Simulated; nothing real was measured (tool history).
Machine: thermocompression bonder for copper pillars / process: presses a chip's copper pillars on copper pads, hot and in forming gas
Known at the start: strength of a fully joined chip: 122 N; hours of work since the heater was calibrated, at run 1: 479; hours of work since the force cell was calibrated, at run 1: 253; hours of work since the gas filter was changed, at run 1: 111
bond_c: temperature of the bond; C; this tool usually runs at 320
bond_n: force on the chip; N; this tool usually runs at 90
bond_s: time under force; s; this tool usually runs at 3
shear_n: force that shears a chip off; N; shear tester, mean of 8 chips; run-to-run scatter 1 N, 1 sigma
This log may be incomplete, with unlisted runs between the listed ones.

run   hour  bond_c  bond_n  bond_s  hours of work since the heater was calibrated  hours of work since the force cell was calibrated  hours of work since the gas filter was changed  shear_n
  1      0     320      90       3                                            479                                                253                                             111     87.8
  2   22.4     320      90       3                                            493                                                267                                             126     88.3
  3   43.9     320      84       3                                            507                                                281                                             139     85.9
  4     62     320      84       3                                            518                                                292                                             151     85.7
      72.3  -- heater calibrated with a thermocouple chip
  5   74.4     320      84       3                                              1                                                299                                             158     78.2
  6   90.1     320      84       3                                             11                                                309                                             167     78.1
  7  114.4     320      84       3                                             27                                                324                                             183     79.6
  8  126.6     320      84       3                                             35                                                332                                             191     76.3
  9  147.5     320      90       3                                             48                                                345                                             204     81.6
 10    163     320      90       3                                             58                                                355                                             214     81.5
 11  175.4     320      90       3                                             66                                                363                                             222     80.9
 12  200.1     320      90       3                                             81                                                379                                             238     79.6
 13  213.2     320      90       3                                             90                                                387                                             246     79.2
 14  235.3     320      90       3                                            104                                                401                                             260     79.5
 15  252.1     320      90       3                                            115                                                412                                             271     78.5
 16  267.1     320      62       3                                            124                                                422                                             280     59.9
     290.4  -- forming gas filter changed
 17  290.4     320      62       3                                            139                                                436                                               0     67.5
 18  304.9     304      62       3                                            148                                                445                                               9     57.8
 19  322.1     304      62       3                                            159                                                456                                              20     57.3
 20  338.7     304      62       6                                            169                                                467                                              31     71.5
 21  351.8     304     119       2                                            178                                                475                                              39     85.3
 22  367.1     303      90       3                                            187                                                485                                              49     78.4
 23  388.5     303      90       3                                            201                                                499                                              62     77.6
 24  401.1     303      90       3                                            209                                                507                                              70     79.2
 25  417.9     315     127       3                                            220                                                517                                              81    102.5
 26  435.3     315     127       3                                            231                                                528                                              92    102.1
 27  446.4     320      90       2                                            238                                                536                                              99     78.5
 28  465.9     305      90       3                                            250                                                548                                             112     79.9
 29  489.6     305      90       6                                            266                                                563                                             127       93
 30  503.9     305      90       6                                            275                                                572                                             136     90.9
 31  515.9     306     128       9                                            282                                                580                                             144      109
 32  537.1     294      90       3                                            296                                                593                                             157       71
 33  548.9     311     103       2                                            303                                                601                                             165     79.3
 34  563.1     314      64       7                                            312                                                610                                             174       78
 35  574.7     299      64       7                                            320                                                617                                             181     69.7
 36  584.9     299     104       3                                            326                                                624                                             188     80.3
 37  600.7     299     104       3                                            336                                                634                                             198     79.6
 38  625.4     299     104       3                                            352                                                650                                             213     80.2
 39  635.4     299      67       3                                            358                                                656                                             220     56.8
 40  653.7     325      67       2                                            370                                                668                                             231     60.2

Per-run results on a tool with no hidden state, each run keeping its own random variation:
The tool's hidden condition here consists of: true temperature of the bond over the reading, C; force that reaches the chip, % of what is set; oxide that the forming gas leaves, % of the face; drift of the gauge itself on shear_n, %.
run  shear_n
  1     88.4
  2     89.4
  3     87.1
  4     87.3
  5     84.2
  6     84.3
  7     86.3
  8     83.2
  9     89.2
 10     89.4
 11     88.9
 12     88.1
 13     87.9
 14     88.7
 15     87.9
 16     67.3
 17     67.3
 18     57.6
 19     57.3
 20     71.8
 21     86.1
 22     79.3
 23     78.7
 24     80.5
 25    105.4
 26    105.3
 27     80.8
 28     82.4
 29     96.8
 30     94.8
 31    115.2
 32     73.9
 33     83.3
 34     82.3
 35     73.4
 36       85
 37     84.5
 38     85.6
 39     60.1
 40     64.5
